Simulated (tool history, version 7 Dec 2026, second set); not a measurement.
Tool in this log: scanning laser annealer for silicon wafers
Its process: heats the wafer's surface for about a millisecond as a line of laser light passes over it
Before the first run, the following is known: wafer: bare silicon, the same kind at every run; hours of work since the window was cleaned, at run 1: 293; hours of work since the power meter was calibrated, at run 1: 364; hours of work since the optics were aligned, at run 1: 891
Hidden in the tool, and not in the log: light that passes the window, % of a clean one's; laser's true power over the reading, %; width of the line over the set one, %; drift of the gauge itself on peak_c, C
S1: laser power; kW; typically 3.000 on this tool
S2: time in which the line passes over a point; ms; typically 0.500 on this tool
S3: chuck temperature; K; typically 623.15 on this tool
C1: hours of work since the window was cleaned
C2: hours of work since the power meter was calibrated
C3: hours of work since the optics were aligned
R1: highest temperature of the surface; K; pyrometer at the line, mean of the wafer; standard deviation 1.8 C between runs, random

Run 1, hour 0.0: usual settings; C1 293; C2 364; C3 891. Result: R1 1325.15 K.
Run 2, hour 29.3: usual settings but S2 0.371 ms; C1 307; C2 378; C3 904. Result: R1 1211.15 K.
Run 3, hour 69.1: usual settings but S2 0.371 ms; C1 325; C2 396; C3 923. Result: R1 1211.15 K.
Run 4, hour 96.7: usual settings; C1 338; C2 409; C3 935. Result: R1 1323.15 K.
Run 5, hour 124.6: usual settings; C1 351; C2 422; C3 948. Result: R1 1327.15 K.
At hour 135.7: window over the wafer cleaned.
Run 6, hour 174.4: usual settings; C1 18; C2 444; C3 970. Result: R1 1346.15 K.
Run 7, hour 213.5: usual settings; C1 36; C2 462; C3 988. Result: R1 1346.15 K.
Run 8, hour 233.8: usual settings; C1 45; C2 471; C3 998. Result: R1 1340.15 K.
Run 9, hour 256.1: usual settings; C1 56; C2 482; C3 1008. Result: R1 1343.15 K.
Run 10, hour 299.7: usual settings; C1 76; C2 502; C3 1028. Result: R1 1335.15 K.
Run 11, hour 327.3: usual settings; C1 88; C2 514; C3 1041. Result: R1 1339.15 K.
Run 12, hour 363.6: usual settings; C1 105; C2 531; C3 1057. Result: R1 1338.15 K.
Run 13, hour 409.2: usual settings but S3 628.15 K; C1 126; C2 552; C3 1079. Result: R1 1343.15 K.
Run 14, hour 456.8: usual settings but S3 628.15 K; C1 148; C2 574; C3 1100. Result: R1 1343.15 K.
Run 15, hour 502.0: usual settings but S3 628.15 K; C1 169; C2 595; C3 1121. Result: R1 1343.15 K.
Run 16, hour 528.8: usual settings but S3 628.15 K; C1 181; C2 607; C3 1134. Result: R1 1339.15 K.
Run 17, hour 570.1: usual settings; C1 200; C2 626; C3 1153. Result: R1 1333.15 K.
Run 18, hour 601.3: usual settings; C1 215; C2 641; C3 1167. Result: R1 1330.15 K.
Run 19, hour 648.1: usual settings; C1 236; C2 662; C3 1189. Result: R1 1332.15 K.
Run 20, hour 682.6: usual settings but S2 0.582 ms; C1 252; C2 678; C3 1205. Result: R1 1397.15 K.
Run 21, hour 725.2: usual settings but S2 0.477 ms; C1 272; C2 698; C3 1224. Result: R1 1310.15 K.
Run 22, hour 766.9: usual settings but S1 2.929 kW, S2 0.576 ms; C1 291; C2 717; C3 1244. Result: R1 1368.15 K.
Run 23, hour 806.6: usual settings but S1 2.929 kW, S2 0.576 ms; C1 310; C2 736; C3 1262. Result: R1 1372.15 K.
Run 24, hour 851.1: usual settings but S2 0.427 ms, S3 586.15 K; C1 330; C2 756; C3 1282. Result: R1 1225.15 K.
Run 25, hour 900.8: usual settings but S2 0.427 ms, S3 586.15 K; C1 353; C2 779; C3 1305. Result: R1 1221.15 K.
At hour 905.9: window over the wafer cleaned.
Run 26, hour 928.9: usual settings but S1 2.776 kW, S2 0.364 ms, S3 659.15 K; C1 11; C2 791; C3 1317. Result: R1 1206.15 K.
Run 27, hour 974.4: usual settings but S1 2.677 kW, S2 0.364 ms, S3 659.15 K; C1 32; C2 812; C3 1338. Result: R1 1184.15 K.
Run 28, hour 1006.1: usual settings but S1 2.677 kW, S2 0.364 ms, S3 659.15 K; C1 46; C2 827; C3 1353. Result: R1 1185.15 K.
Run 29, hour 1046.1: usual settings but S1 2.844 kW, S2 0.513 ms, S3 606.15 K; C1 65; C2 845; C3 1371. Result: R1 1290.15 K.

Expected results for the next run?
Run 30, hour 1072.2: usual settings but S1 2.630 kW, S2 0.491 ms, S3 662.15 K; C1 77; C2 857; C3 1383. Result: R1 ?.

Run 30 produced R1 1277.15 K.
Minus the tool's unlogged condition, the same run would have read R1 1287.15 K.
